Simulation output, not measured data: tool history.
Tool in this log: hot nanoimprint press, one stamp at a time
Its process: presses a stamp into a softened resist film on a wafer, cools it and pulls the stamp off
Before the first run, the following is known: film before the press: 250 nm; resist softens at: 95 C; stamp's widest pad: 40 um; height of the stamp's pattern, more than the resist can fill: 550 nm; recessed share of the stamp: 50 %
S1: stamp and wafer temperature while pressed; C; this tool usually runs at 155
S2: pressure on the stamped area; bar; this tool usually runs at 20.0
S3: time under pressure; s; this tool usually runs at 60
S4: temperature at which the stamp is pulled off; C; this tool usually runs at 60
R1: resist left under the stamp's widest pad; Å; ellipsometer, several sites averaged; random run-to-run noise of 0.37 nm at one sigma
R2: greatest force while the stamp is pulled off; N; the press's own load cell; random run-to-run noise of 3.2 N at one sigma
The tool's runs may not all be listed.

Run 1, hour 0.0: usual settings. Result: R1 1040 Å, R2 150 N.
Run 2, hour 38.0: usual settings. Result: R1 1044 Å, R2 153 N.
Run 3, hour 62.7: usual settings. Result: R1 1042 Å, R2 148 N.
Run 4, hour 87.6: usual settings. Result: R1 1048 Å, R2 155 N.
Run 5, hour 107.3: usual settings. Result: R1 1044 Å, R2 156 N.
Run 6, hour 141.9: usual settings. Result: R1 1051 Å, R2 148 N.
Run 7, hour 168.8: usual settings. Result: R1 1046 Å, R2 152 N.
Run 8, hour 193.8: usual settings. Result: R1 1054 Å, R2 158 N.
Run 9, hour 212.2: usual settings. Result: R1 1057 Å, R2 150 N.
At hour 227.5: stamp cleaned and given a new release coat.
Run 10, hour 248.8: usual settings but S1 149 C. Result: R1 1287 Å, R2 153 N.
Run 11, hour 269.2: usual settings but S1 149 C. Result: R1 1289 Å, R2 148 N.
Run 12, hour 290.1: usual settings. Result: R1 1061 Å, R2 144 N.
Run 13, hour 316.7: usual settings. Result: R1 1061 Å, R2 151 N.
Run 14, hour 343.5: usual settings. Result: R1 1064 Å, R2 158 N.
Run 15, hour 368.3: usual settings but S3 35 s. Result: R1 1270 Å, R2 150 N.
At hour 403.2: plate thermocouple calibrated.
Run 16, hour 408.5: usual settings but S3 35 s. Result: R1 1267 Å, R2 151 N.
At hour 433.4: gauge calibrated.
Run 17, hour 438.8: usual settings but S3 32 s, S4 48 C. Result: R1 1293 Å, R2 195 N.
Run 18, hour 460.3: usual settings but S3 32 s, S4 48 C. Result: R1 1284 Å, R2 198 N.
Run 19, hour 489.4: usual settings but S3 32 s, S4 48 C. Result: R1 1294 Å, R2 193 N.
Run 20, hour 513.4: usual settings but S1 147 C, S2 13.8 bar, S3 32 s, S4 48 C. Result: R1 1862 Å, R2 197 N.
Run 21, hour 551.2: usual settings but S1 165 C, S2 23.0 bar, S3 30 s, S4 65 C. Result: R1 917 Å, R2 133 N.
Run 22, hour 573.2: usual settings but S2 17.4 bar, S3 37 s. Result: R1 1321 Å, R2 150 N.
Run 23, hour 599.8: usual settings but S2 17.4 bar, S3 37 s. Result: R1 1318 Å, R2 151 N.
Run 24, hour 622.1: usual settings but S2 12.4 bar, S3 37 s, S4 50 C. Result: R1 1563 Å, R2 185 N.
Run 25, hour 658.5: usual settings but S2 12.4 bar, S3 37 s, S4 50 C. Result: R1 1559 Å, R2 192 N.
Run 26, hour 680.6: usual settings but S1 157 C, S2 20.5 bar, S3 113 s, S4 53 C. Result: R1 774 Å, R2 186 N.
Run 27, hour 702.4: usual settings but S1 159 C. Result: R1 927 Å, R2 153 N.

What if the next run were any one of these 4? Each begins from the tool's condition after run 27:
Run A, hour 746.5: usual settings but S1 159 C, S4 51 C. Result: R1 ?, R2 ?.
Run B, hour 746.5: usual settings but S1 165 C, S4 64 C. Result: R1 ?, R2 ?.
Run C, hour 746.5: usual settings but S1 162 C, S3 100 s. Result: R1 ?, R2 ?.
Run D, hour 746.5: usual settings but S1 154 C. Result: R1 ?, R2 ?.

run    R1   R2
  A   933  190
  B   775  134
  C   703  155
  D  1101  154
Without the tool's hidden state the same runs would have given:
run    R1   R2
  A   919  188
  B   763  133
  C   692  154
  D  1084  153
